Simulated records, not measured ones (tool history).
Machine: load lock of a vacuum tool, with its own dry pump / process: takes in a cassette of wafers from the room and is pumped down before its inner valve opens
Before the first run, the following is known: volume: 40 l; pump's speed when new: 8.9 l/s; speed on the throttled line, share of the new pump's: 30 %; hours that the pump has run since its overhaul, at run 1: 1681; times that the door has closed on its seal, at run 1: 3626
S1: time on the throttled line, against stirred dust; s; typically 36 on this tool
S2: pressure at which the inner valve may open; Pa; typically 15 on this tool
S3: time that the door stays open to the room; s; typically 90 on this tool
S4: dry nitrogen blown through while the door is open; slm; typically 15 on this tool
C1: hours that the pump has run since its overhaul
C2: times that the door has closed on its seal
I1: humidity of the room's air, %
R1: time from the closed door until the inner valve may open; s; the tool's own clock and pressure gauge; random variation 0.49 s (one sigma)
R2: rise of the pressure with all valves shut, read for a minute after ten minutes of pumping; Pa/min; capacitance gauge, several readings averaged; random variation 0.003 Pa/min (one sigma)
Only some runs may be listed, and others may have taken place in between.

run	hour	S1	S2	S3	S4	C1	C2	I1	R1	R2
1	0	36	15	90	15	1681	3626	42.5	66	0.092
2	161.8	36	15	90	15	1843	4135	46.8	66.5	0.103
3	335	36	15	90	15	2016	4681	45.3	65.7	0.104
4	476.3	36	15	90	15	2157	5126	43.8	65.5	0.117
5	652.7	31	15	90	15	2333	5682	45.9	62.4	0.127
6	762.8	36	15	90	15	2444	6029	42	66.9	0.121
7	935	36	15	90	15	2616	6572	44.8	66.2	0.133
8	1132.1	36	15	90	15	2813	7193	45	66.6	0.144
9	1268	36	11	90	15	2949	7621	46.2	67.3	0.156
10	1446.3	36	11	90	15	3127	8183	45.1	68.2	0.155
11	1643.1	36	15	104	15	3324	8803	50.8	66.4	0.175
12	1773.4	36	15	104	15	3454	9213	45.1	66.8	0.186
13	1887.2	36	15	90	15	3568	9572	41.2	66.4	0.18
14	1985.4	36	15	90	15	3666	9881	47.7	66.6	0.196
15	2168.8	36	15	90	15	3850	10459	44.8	66.5	0.199
16	2284.7	36	11	90	15	3966	10824	46.8	67.4	0.207
17	2370.8	36	15	90	15	4052	11096	41	67.1	0.205
18	2537.8	36	15	90	21	4219	11622	44.5	67.8	0.218
19	2703.6	36	15	90	21	4384	12144	47	66.8	0.223
20	2804.6	36	13	31	15	4485	12462	42.1	66.9	0.221
21	2978	23	22	90	15	4659	13009	44	56.9	0.244
22	3069	23	22	90	15	4750	13296	44.6	55.6	0.259
23	3185.9	45	12	90	5	4867	13664	46.6	74.6	0.295
24	3365.1	70	25	25	15	5046	14229	45.2	88.5	0.264
25	3480.2	36	12	132	9	5161	14591	42.9	67.9	0.306
26	3654.4	20	19	109	15	5335	15140	47.5	55.4	0.312
27	3751.8	32	15	53	28	5433	15447	42.7	65.1	0.287
28	3858.2	62	15	182	15	5539	15782	46.4	84.6	0.35
29	3981.3	44	15	90	19	5662	16170	40.9	72.4	0.319
30	4129.2	44	15	90	19	5810	16636	44.1	74	0.333
31	4283	44	15	90	19	5964	17121	42.5	73.7	0.351
32	4365.2	24	10	90	15	6046	17380	43.7	61.5	0.363
33	4451.3	24	10	90	15	6132	17651	43.9	61.3	0.368
34	4648.2	36	19	193	15	6329	18271	42.7	66.5	0.405
35	4800.7	39	16	31	5	6481	18752	43.4	69.8	0.387
36	4981.1	39	16	31	5	6662	19320	44.7	70.2	0.409
37	5116.6	57	16	59	5	6797	19747	46.7	81.9	0.444

Some steps in R1, run to run, broken into two amounts with sign: the step expected even without the hidden condition (settings, incoming material, random variation), and the rest, left for the hidden condition together with whatever gauge scatter is not in both the measured and the hidden-condition-free result:
Unlogged tool condition in this case: pump's speed, % of a new pump's; leak at the door's seal, Pa l/s; drift of the gauge itself on ready_s, %; drift of the gauge itself on rise_pa_min, %.
Run 22 -> 23: S1 23 -> 45, S2 22 -> 12, S4 15 -> 5. R1 +19 s: hidden state -0.2, all else +19.2.
Run 24 -> 25: S1 70 -> 36, S2 25 -> 12, S3 25 -> 132, S4 15 -> 9. R1 -20.6 s: hidden state +1.1, all else -21.7.
Run 27 -> 28: S1 32 -> 62, S3 53 -> 182, S4 28 -> 15. R1 +19.5 s: hidden state -0.8, all else +20.3.
Run 31 -> 32: S1 44 -> 24, S2 15 -> 10, S4 19 -> 15. R1 -12.2 s: hidden state +0.9, all else -13.1.
